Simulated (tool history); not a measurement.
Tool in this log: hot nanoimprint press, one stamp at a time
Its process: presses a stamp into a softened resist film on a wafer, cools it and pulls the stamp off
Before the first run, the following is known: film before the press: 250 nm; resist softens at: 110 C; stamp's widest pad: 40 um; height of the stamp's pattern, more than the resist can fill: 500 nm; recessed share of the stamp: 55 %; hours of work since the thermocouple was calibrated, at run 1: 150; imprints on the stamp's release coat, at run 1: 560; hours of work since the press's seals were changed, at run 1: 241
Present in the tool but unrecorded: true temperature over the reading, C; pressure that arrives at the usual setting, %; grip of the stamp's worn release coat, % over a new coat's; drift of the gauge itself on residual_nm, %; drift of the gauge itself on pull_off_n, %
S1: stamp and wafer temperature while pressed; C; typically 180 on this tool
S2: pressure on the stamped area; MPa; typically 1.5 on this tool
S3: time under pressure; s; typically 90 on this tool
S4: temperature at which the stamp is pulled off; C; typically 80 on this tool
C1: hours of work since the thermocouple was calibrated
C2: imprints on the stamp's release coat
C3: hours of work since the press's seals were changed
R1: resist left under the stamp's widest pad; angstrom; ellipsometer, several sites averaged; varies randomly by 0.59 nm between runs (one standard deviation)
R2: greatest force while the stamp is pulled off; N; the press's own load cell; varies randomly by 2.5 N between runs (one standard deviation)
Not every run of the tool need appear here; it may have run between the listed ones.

| run | day | S1 | S2 | S3 | S4 | C1 | C2 | C3 | R1 | R2 |
|---|---|---|---|---|---|---|---|---|---|---|
| 1 | 0 | 180 | 1.5 | 90 | 80 | 150 | 560 | 241 | 1215 | 190 |
| 2 | 0.367 | 180 | 1.5 | 90 | 80 | 155 | 576 | 246 | 1213 | 190 |
| 3 | 0.733 | 180 | 1.63 | 90 | 80 | 160 | 591 | 251 | 1170 | 189 |
| 4 | 1.088 | 180 | 1.63 | 90 | 80 | 164 | 606 | 256 | 1166 | 185 |
| 5 | 1.333 | 180 | 1.63 | 90 | 80 | 168 | 617 | 259 | 1176 | 193 |
| 6 | 1.779 | 180 | 1.63 | 90 | 80 | 174 | 636 | 265 | 1165 | 191 |
| 7 | 2.212 | 180 | 1.5 | 59 | 80 | 180 | 654 | 271 | 1398 | 194 |
|  | 2.683 | stamp cleaned and given a new release coat |
| 8 | 2.904 | 180 | 1.5 | 59 | 80 | 186 | 10 | 277 | 1392 | 165 |
| 9 | 3.217 | 180 | 1.5 | 90 | 70 | 190 | 23 | 281 | 1196 | 181 |
| 10 | 3.562 | 180 | 1.5 | 90 | 70 | 194 | 38 | 286 | 1210 | 180 |
| 11 | 3.988 | 180 | 1.5 | 90 | 70 | 200 | 56 | 292 | 1208 | 184 |
| 12 | 4.371 | 180 | 1.38 | 90 | 80 | 205 | 72 | 297 | 1252 | 166 |
| 13 | 4.679 | 180 | 1.38 | 90 | 80 | 209 | 85 | 301 | 1248 | 166 |
| 14 | 4.929 | 180 | 1.5 | 90 | 80 | 213 | 96 | 304 | 1203 | 171 |
| 15 | 5.117 | 180 | 1.03 | 162 | 80 | 215 | 104 | 307 | 1139 | 166 |
| 16 | 5.325 | 181 | 1.43 | 55 | 74 | 218 | 113 | 310 | 1398 | 180 |
| 17 | 5.679 | 187 | 2.12 | 48 | 76 | 223 | 128 | 314 | 1017 | 177 |
| 18 | 5.992 | 180 | 1.5 | 163 | 80 | 227 | 141 | 319 | 963 | 168 |
| 19 | 6.342 | 180 | 1.85 | 90 | 83 | 232 | 156 | 323 | 1097 | 167 |
| 20 | 6.712 | 180 | 1.5 | 59 | 80 | 237 | 172 | 328 | 1387 | 170 |
| 21 | 7.096 | 169 | 2.2 | 156 | 76 | 242 | 188 | 333 | 1309 | 181 |
| 22 | 7.296 | 169 | 2.2 | 173 | 76 | 245 | 196 | 336 | 1252 | 174 |
| 23 | 7.5 | 169 | 2.21 | 173 | 73 | 247 | 205 | 339 | 1241 | 187 |
| 24 | 7.712 | 169 | 2.21 | 173 | 73 | 250 | 214 | 342 | 1250 | 188 |
| 25 | 7.958 | 189 | 2.21 | 173 | 70 | 253 | 225 | 345 | 533 | 194 |
| 26 | 8.196 | 169 | 1.5 | 133 | 80 | 257 | 235 | 348 | 1570 | 177 |
| 27 | 8.596 | 169 | 1.5 | 133 | 80 | 262 | 252 | 354 | 1572 | 170 |

What if the next run were any one of these 5? Each begins from the tool's condition after run 27:
| A | 8.862 | 168 | 1.5 | 71 | 80 | 266 | 263 | 357 | ? | ? |
| B | 8.862 | 187 | 1.5 | 48 | 80 | 266 | 263 | 357 | ? | ? |
| C | 8.862 | 182 | 1.5 | 90 | 80 | 266 | 263 | 357 | ? | ? |
| D | 8.862 | 169 | 1.36 | 53 | 67 | 266 | 263 | 357 | ? | ? |
| E | 8.862 | 182 | 1.05 | 77 | 80 | 266 | 263 | 357 | ? | ? |

| run | R1 | R2 |
|---|---|---|
| A | 1893 | 173 |
| B | 1180 | 174 |
| C | 1114 | 177 |
| D | 1998 | 196 |
| E | 1354 | 174 |
The same runs, with their run-to-run variation unchanged, on a tool lacking any hidden condition would have given:
| run | R1 | R2 |
|---|---|---|
| A | 1934 | 163 |
| B | 1210 | 164 |
| C | 1146 | 167 |
| D | 2035 | 184 |
| E | 1394 | 164 |
